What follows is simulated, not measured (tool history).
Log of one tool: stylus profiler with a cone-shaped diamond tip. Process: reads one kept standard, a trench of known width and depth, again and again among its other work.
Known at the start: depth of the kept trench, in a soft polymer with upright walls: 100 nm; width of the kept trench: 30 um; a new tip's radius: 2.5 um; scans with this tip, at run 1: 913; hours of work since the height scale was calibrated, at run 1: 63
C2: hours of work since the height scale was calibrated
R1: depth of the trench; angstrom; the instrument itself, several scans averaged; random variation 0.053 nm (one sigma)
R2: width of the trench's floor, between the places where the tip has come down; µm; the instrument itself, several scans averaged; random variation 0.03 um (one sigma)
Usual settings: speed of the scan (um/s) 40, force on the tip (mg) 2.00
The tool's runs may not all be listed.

Run 1, hour 0.0: usual settings; scans with this tip 913; C2 63. Result: R1 1013.5 angstrom, R2 28.41 µm.
Run 2, hour 38.2: usual settings; scans with this tip 1179; C2 82. Result: R1 1012.3 angstrom, R2 28.37 µm.
Run 3, hour 67.8: usual settings; scans with this tip 1386; C2 96. Result: R1 1012.2 angstrom, R2 28.29 µm.
Run 4, hour 95.6: usual settings; scans with this tip 1580; C2 110. Result: R1 1013.3 angstrom, R2 28.31 µm.
Run 5, hour 118.7: usual settings; scans with this tip 1741; C2 121. Result: R1 1013.2 angstrom, R2 28.27 µm.
Run 6, hour 154.7: usual settings but force on the tip (mg) 1.96; scans with this tip 1992; C2 138. Result: R1 1013.6 angstrom, R2 28.23 µm.
Run 7, hour 192.9: usual settings but force on the tip (mg) 1.96; scans with this tip 2259; C2 157. Result: R1 1013.8 angstrom, R2 28.27 µm.
Run 8, hour 217.0: usual settings but force on the tip (mg) 1.96; scans with this tip 2426; C2 168. Result: R1 1013.1 angstrom, R2 28.24 µm.
Run 9, hour 236.0: usual settings but speed of the scan (um/s) 53, force on the tip (mg) 2.49; scans with this tip 2559; C2 178. Result: R1 1015.1 angstrom, R2 28.16 µm.
Run 10, hour 256.0: usual settings but speed of the scan (um/s) 48, force on the tip (mg) 1.15; scans with this tip 2699; C2 187. Result: R1 1009.2 angstrom, R2 28.11 µm.
At hour 258.4: height scale calibrated on a step standard.
Run 11, hour 292.8: usual settings but speed of the scan (um/s) 48, force on the tip (mg) 3.54; scans with this tip 2952; C2 17. Result: R1 1019.3 angstrom, R2 28.15 µm.
Run 12, hour 311.8: usual settings but speed of the scan (um/s) 48, force on the tip (mg) 3.54; scans with this tip 3085; C2 26. Result: R1 1019.7 angstrom, R2 28.19 µm.
Run 13, hour 346.2: usual settings but speed of the scan (um/s) 48, force on the tip (mg) 3.54; scans with this tip 3324; C2 43. Result: R1 1020.4 angstrom, R2 28.12 µm.
Run 14, hour 366.8: usual settings but speed of the scan (um/s) 48, force on the tip (mg) 3.54; scans with this tip 3468; C2 52. Result: R1 1020.0 angstrom, R2 28.12 µm.
Run 15, hour 405.3: usual settings but speed of the scan (um/s) 144, force on the tip (mg) 3.54; scans with this tip 3737; C2 71. Result: R1 1019.5 angstrom, R2 27.82 µm.

5 ways to go on from here, each from the tool as it stands after run 15. What would each give?
Run A, hour 426.2: usual settings but speed of the scan (um/s) 144, force on the tip (mg) 1.55; scans with this tip 3883; C2 81. Result: R1 ?, R2 ?.
Run B, hour 426.2: usual settings but speed of the scan (um/s) 14, force on the tip (mg) 4.26; scans with this tip 3883; C2 81. Result: R1 ?, R2 ?.
Run C, hour 426.2: usual settings but speed of the scan (um/s) 107; scans with this tip 3883; C2 81. Result: R1 ?, R2 ?.
Run D, hour 426.2: usual settings but speed of the scan (um/s) 12, force on the tip (mg) 2.73; scans with this tip 3883; C2 81. Result: R1 ?, R2 ?.
Run E, hour 426.2: usual settings but speed of the scan (um/s) 55, force on the tip (mg) 3.54; scans with this tip 3883; C2 81. Result: R1 ?, R2 ?.

run      R1     R2
  A  1012.1  27.74
  B  1022.0  28.21
  C  1013.8  27.84
  D  1017.0  28.20
  E  1020.3  28.09
Without the tool's hidden state the same runs would have given:
run      R1     R2
  A  1011.0  28.10
  B  1020.9  28.58
  C  1012.7  28.21
  D  1015.9  28.57
  E  1019.3  28.46
